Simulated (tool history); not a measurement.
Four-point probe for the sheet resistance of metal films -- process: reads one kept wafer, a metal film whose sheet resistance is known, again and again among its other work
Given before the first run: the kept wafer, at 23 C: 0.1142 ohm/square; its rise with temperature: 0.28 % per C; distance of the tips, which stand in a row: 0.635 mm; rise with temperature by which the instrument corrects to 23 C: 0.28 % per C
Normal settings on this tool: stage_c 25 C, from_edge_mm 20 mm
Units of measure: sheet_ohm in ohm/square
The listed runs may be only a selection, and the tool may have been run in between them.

run    hour  stage_c  from_edge_mm  sheet_ohm
  1       0       25            20   0.113195
  2    43.9       25            20   0.113146
  3    89.7       25             8   0.113439
      117.5  -- stage's thermometer calibrated
      147.9  -- new probe head fitted
  4     151       25            20    0.11442
  5   207.4       25            20   0.114374
  6   264.1       25            20   0.114353
  7   329.5       25            20   0.114286
  8   369.6       25             9   0.114542
  9   434.6       27            20   0.114214
 10   496.7       25            20   0.114261
 11   554.1       25            20    0.11422
 12     595       25            20   0.114157
 13   661.8       25            34   0.114053
 14   710.8       25            54   0.114019
 15   739.9       25            54   0.114018
 16   808.5       27            54   0.113962
 17   841.3       27            54   0.113945
 18   879.9       25            20   0.113974
 19   915.3       25            20   0.113994
 20   982.5       25            20    0.11389
 21  1054.2       25            20   0.113925
 22  1086.5       29            20   0.113859
 23  1135.9       29            20   0.113854
 24  1186.4       18            47   0.113757
 25  1243.9       32            41   0.113764
 26  1306.8       32            41   0.113681
 27  1373.9       32            41   0.113653
 28  1432.5       25             7   0.114094
 29  1477.6       25             7   0.114074
 30  1536.2       25             7   0.113981
 31  1602.2       25             7   0.113951
 32  1639.8       34            42   0.113473
 33  1685.9       22            42   0.113489
 34  1738.9       19            12   0.113612
       1770  -- stage's thermometer calibrated
 35  1797.2       19            12   0.113613
 36  1867.8       27            16   0.113486
 37  1923.3       18            53   0.113357
 38  1967.1       18             8   0.113703
 39  2027.4       18             8   0.113645
 40  2091.1       27             8   0.113632
 41  2120.3       29             9   0.113542
 42  2190.1       29             9   0.113518
 43  2247.1       26            54   0.113157
 44  2307.6       20            24   0.113168
 45  2371.6       20            24   0.113102
 46  2405.2       20             8   0.113451

Selected run-to-run steps in sheet_ohm, each split into two signed amounts: the part the tool would show with no hidden state at all (from settings, incoming material and random variation), and the remainder, which goes to the hidden state together with any gauge scatter not common to the measured and the hidden-state-free results:
Hidden state present: inner tips' distance over the nominal, %; tips' flats over new ones', %; wafer's true temperature over the reading, C; drift of the gauge itself on sheet_ohm, %.
Run 3 -> 4: from_edge_mm 8 -> 20, stage's thermometer calibrated, new probe head fitted. sheet_ohm +0.000981 ohm/square: hidden state +0.001308, all else -0.000327.
Run 19 -> 20: no setting changed, nothing entered. sheet_ohm -0.000104 ohm/square: hidden state -0.000041, all else -0.000063.
Run 27 -> 28: stage_c 32 -> 25, from_edge_mm 41 -> 7. sheet_ohm +0.000441 ohm/square: hidden state -0.000041, all else +0.000482.
Run 31 -> 32: stage_c 25 -> 34, from_edge_mm 7 -> 42. sheet_ohm -0.000478 ohm/square: hidden state -0.000016, all else -0.000462.
Run 41 -> 42: no setting changed, nothing entered. sheet_ohm -0.000024 ohm/square: hidden state -0.000042, all else +0.000018.
